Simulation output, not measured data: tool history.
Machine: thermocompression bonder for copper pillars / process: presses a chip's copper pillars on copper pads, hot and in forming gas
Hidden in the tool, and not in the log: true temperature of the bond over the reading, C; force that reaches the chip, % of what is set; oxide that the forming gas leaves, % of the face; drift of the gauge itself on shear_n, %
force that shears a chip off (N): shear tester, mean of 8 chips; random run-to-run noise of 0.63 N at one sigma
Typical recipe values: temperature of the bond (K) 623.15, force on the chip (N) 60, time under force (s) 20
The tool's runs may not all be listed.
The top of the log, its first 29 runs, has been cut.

run	hour	temperature of the bond (K)	force on the chip (N)	time under force (s)	hours of work since the heater was calibrated	hours of work since the force cell was calibrated	hours of work since the gas filter was changed	force that shears a chip off (N)
30	989.7	649.15	41	20	207	1472	243	67.3
31	1015.8	637.15	60	14	221	1486	257	68.4
32	1049.2	648.15	60	32	240	1504	276	86
33	1091.4	648.15	60	32	263	1528	299	86.3
34	1135.2	602.15	81	20	287	1551	323	67.6
35	1156.5	602.15	81	20	298	1563	334	66.9
36	1178.8	640.15	43	15	310	1575	346	58.7
37	1219.1	623.15	43	21	332	1597	368	56.6
38	1243.3	610.15	42	38	346	1610	382	59.6
39	1267.7	610.15	42	12	359	1624	395	39.3

What if the next run were any one of these 5? Each begins from the tool's condition after run 39:
A	1303.9	639.15	39	57	379	1644	415	?
B	1303.9	625.15	42	12	379	1644	415	?
C	1303.9	610.15	71	40	379	1644	415	?
D	1303.9	625.15	62	25	379	1644	415	?
E	1303.9	629.15	54	46	379	1644	415	?

run	force that shears a chip off (N)
A	78.2
B	46.3
C	78.6
D	74.1
E	80.2
Take away the tool's hidden state, keep each run's random variation, and the runs would have read:
run	force that shears a chip off (N)
A	78.3
B	46.3
C	78.7
D	74.1
E	80.3

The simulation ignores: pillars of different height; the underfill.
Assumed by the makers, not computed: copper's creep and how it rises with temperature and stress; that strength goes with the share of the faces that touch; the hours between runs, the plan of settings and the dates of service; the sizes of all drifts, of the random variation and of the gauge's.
